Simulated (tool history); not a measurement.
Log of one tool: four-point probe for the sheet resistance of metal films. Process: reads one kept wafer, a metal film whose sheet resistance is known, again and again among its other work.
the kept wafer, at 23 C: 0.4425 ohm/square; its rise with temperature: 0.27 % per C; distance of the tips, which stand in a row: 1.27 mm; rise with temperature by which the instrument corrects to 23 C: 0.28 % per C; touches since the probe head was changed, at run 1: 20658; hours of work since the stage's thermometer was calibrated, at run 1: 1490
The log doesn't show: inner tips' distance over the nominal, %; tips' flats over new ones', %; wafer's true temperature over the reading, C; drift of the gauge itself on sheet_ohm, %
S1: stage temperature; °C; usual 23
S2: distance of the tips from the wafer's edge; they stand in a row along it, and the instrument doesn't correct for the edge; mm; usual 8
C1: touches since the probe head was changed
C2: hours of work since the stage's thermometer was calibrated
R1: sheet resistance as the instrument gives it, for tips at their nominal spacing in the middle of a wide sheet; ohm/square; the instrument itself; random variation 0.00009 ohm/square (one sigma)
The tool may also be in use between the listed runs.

| run | hour | S1 | S2 | C1 | C2 | R1 |
|---|---|---|---|---|---|---|
| 1 | 0 | 23 | 8 | 20658 | 1490 | 0.449402 |
| 2 | 11 | 23 | 8 | 21272 | 1497 | 0.449408 |
| 3 | 21.6 | 23 | 8 | 21860 | 1504 | 0.449468 |
| 4 | 28.3 | 23 | 8 | 22233 | 1509 | 0.449346 |
| 5 | 43 | 23 | 45 | 23050 | 1518 | 0.443438 |
| 6 | 51.4 | 23 | 45 | 23517 | 1524 | 0.443472 |
| 7 | 60.6 | 26 | 8 | 24028 | 1530 | 0.449204 |
| 8 | 69.4 | 23 | 8 | 24516 | 1536 | 0.449359 |
|  | 76.7 | stage's thermometer calibrated |
| 9 | 80.5 | 26 | 8 | 25106 | 3 | 0.448545 |
| 10 | 88 | 26 | 8 | 25522 | 7 | 0.44869 |
| 11 | 102.6 | 26 | 8 | 26336 | 17 | 0.44862 |
| 12 | 113.2 | 26 | 8 | 26928 | 24 | 0.448979 |
| 13 | 126.8 | 26 | 5 | 27686 | 33 | 0.457676 |
| 14 | 141.7 | 26 | 5 | 28512 | 43 | 0.457733 |
| 15 | 149.1 | 26 | 5 | 28921 | 48 | 0.457848 |
| 16 | 163.9 | 23 | 40 | 29747 | 58 | 0.443284 |
| 17 | 178.5 | 23 | 8 | 30561 | 68 | 0.448998 |
| 18 | 186.1 | 30 | 8 | 30979 | 73 | 0.4485 |
| 19 | 193.6 | 30 | 8 | 31401 | 78 | 0.448476 |
| 20 | 204.5 | 30 | 8 | 32008 | 85 | 0.448355 |
| 21 | 211.1 | 23 | 8 | 32370 | 89 | 0.44901 |
| 22 | 220.9 | 23 | 8 | 32918 | 96 | 0.44897 |
| 23 | 233.9 | 23 | 8 | 33640 | 104 | 0.448911 |
| 24 | 243.9 | 24 | 44 | 34195 | 111 | 0.443009 |
| 25 | 257.4 | 24 | 44 | 34945 | 120 | 0.44303 |
| 26 | 265.5 | 23 | 30 | 35400 | 125 | 0.443502 |
| 27 | 279.6 | 21 | 35 | 36183 | 135 | 0.443382 |
| 28 | 294.1 | 21 | 5 | 36989 | 144 | 0.45793 |
| 29 | 305.2 | 25 | 19 | 37604 | 151 | 0.443739 |
| 30 | 314.8 | 30 | 3 | 38138 | 158 | 0.481134 |
| 31 | 320.9 | 30 | 3 | 38479 | 162 | 0.481127 |
| 32 | 329.9 | 30 | 14 | 38981 | 168 | 0.444459 |
| 33 | 337.4 | 30 | 14 | 39395 | 173 | 0.4444 |
| 34 | 351 | 30 | 14 | 40155 | 182 | 0.444605 |
| 35 | 365.7 | 30 | 14 | 40971 | 192 | 0.444386 |
| 36 | 375.9 | 32 | 6 | 41538 | 198 | 0.452716 |
| 37 | 387.5 | 32 | 11 | 42185 | 206 | 0.445593 |
| 38 | 400.3 | 26 | 10 | 42898 | 215 | 0.446552 |
| 39 | 411.6 | 26 | 10 | 43522 | 222 | 0.44646 |
| 40 | 420.8 | 23 | 30 | 44035 | 228 | 0.443437 |
| 41 | 432.7 | 31 | 9 | 44697 | 236 | 0.447053 |
| 42 | 443 | 26 | 8 | 45270 | 243 | 0.448674 |
| 43 | 454.1 | 21 | 3 | 45888 | 250 | 0.481743 |
| 44 | 461.2 | 22 | 8 | 46285 | 255 | 0.448735 |

Measured less the same run without the tool's hidden state. The same run-to-run variation is in both; the gauge's scatter may not be:
| run | R1 |
|---|---|
| 1 | +0.000912 |
| 2 | +0.000906 |
| 3 | +0.000902 |
| 4 | +0.000898 |
| 5 | +0.000881 |
| 6 | +0.000877 |
| 7 | +0.000879 |
| 8 | +0.000879 |
| 9 | +0.000559 |
| 10 | +0.000556 |
| 11 | +0.000549 |
| 12 | +0.000543 |
| 13 | +0.000547 |
| 14 | +0.00054 |
| 15 | +0.000536 |
| 16 | +0.000515 |
| 17 | +0.000514 |
| 18 | +0.000507 |
| 19 | +0.000504 |
| 20 | +0.000498 |
| 21 | +0.000499 |
| 22 | +0.000495 |
| 23 | +0.000489 |
| 24 | +0.000478 |
| 25 | +0.000471 |
| 26 | +0.000469 |
| 27 | +0.000463 |
| 28 | +0.000469 |
| 29 | +0.000448 |
| 30 | +0.000477 |
| 31 | +0.000474 |
| 32 | +0.000435 |
| 33 | +0.000432 |
| 34 | +0.000425 |
| 35 | +0.000418 |
| 36 | +0.00042 |
| 37 | +0.000408 |
| 38 | +0.000406 |
| 39 | +0.0004 |
| 40 | +0.000395 |
| 41 | +0.000389 |
| 42 | +0.000388 |
| 43 | +0.000413 |
| 44 | +0.000382 |

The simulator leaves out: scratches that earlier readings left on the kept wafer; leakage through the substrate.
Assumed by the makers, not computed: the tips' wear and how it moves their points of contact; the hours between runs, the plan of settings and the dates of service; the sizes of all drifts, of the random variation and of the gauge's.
